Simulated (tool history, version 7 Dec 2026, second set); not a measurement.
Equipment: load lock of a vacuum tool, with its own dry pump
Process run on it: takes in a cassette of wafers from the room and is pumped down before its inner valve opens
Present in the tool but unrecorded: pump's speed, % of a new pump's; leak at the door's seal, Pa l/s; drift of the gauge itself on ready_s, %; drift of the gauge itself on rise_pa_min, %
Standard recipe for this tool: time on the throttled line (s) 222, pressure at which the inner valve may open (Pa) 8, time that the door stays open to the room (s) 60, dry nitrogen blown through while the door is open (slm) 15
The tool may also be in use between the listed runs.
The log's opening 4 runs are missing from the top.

run	hour	time on the throttled line (s)	pressure at which the inner valve may open (Pa)	time that the door stays open to the room (s)	dry nitrogen blown through while the door is open (slm)	hours that the pump has run since its overhaul	times that the door has closed on its seal	incoming humidity of the room's air, %	time from the closed door until the inner valve may open (s)	rise of the pressure with all valves shut (Pa/min)
5	1589.1	222	8	60	15	8701	8797	40.9	339.3	0.082
6	1943.8	222	8	210	15	9056	10545	45	342.6	0.122
7	2499.3	222	8	32	15	9611	13282	40.8	342.8	0.139
8	2782.1	222	8	32	15	9894	14675	44.8	345.1	0.164
9	3198.8	222	8	60	5	10311	16728	43.9	347.4	0.213
10	3555.4	222	8	60	15	10667	18485	43.1	342.8	0.243
11	3967.4	222	8	60	15	11080	20515	44.3	349	0.299
# hour 4395.3: door's seal changed, seat wiped
12	4423.9	222	8	60	15	11535	141	48	347.8	0.016
13	4716.2	222	11	60	15	11827	1581	48.7	343.5	0.024
14	5241.3	222	11	60	15	12352	4168	46.2	343.6	0.037
15	5513.4	222	11	60	15	12624	5509	47.4	347.3	0.053
# hour 6053.3: dry pump taken out, an overhauled one fitted
16	6053.3	222	11	60	15	0	8139	48	322	0.084
17	6365.1	222	11	60	15	312	9675	42.4	319.9	0.093
18	6656.5	222	11	60	15	603	11111	43.4	318.4	0.122
19	7130.2	136	13	232	27	1077	13445	47.7	246.3	0.157
20	7572.4	136	13	232	27	1519	15624	41.4	248	0.196
21	7878.9	136	13	232	27	1826	17134	43.8	245.3	0.22
22	8433.2	181	13	232	16	2380	19865	42.6	289.2	0.287
23	8830.7	181	13	232	16	2777	21823	45	287	0.322
# hour 8990.3: door's seal changed, seat wiped
24	9248.7	222	8	188	15	3194	1274	44.5	328.9	0.028

What does the tool deliver on the next run?
25	9685.1	194	8	56	15	3630	3423	44.9	?	?

{"run 25": {"time from the closed door until the inner valve may open (s)": 306.6, "rise of the pressure with all valves shut (Pa/min)": 0.032}}
With the hidden condition absent and the run-to-run variation left alone, this run would have shown time from the closed door until the inner valve may open (s) 299.7, rise of the pressure with all valves shut (Pa/min) 0.013.
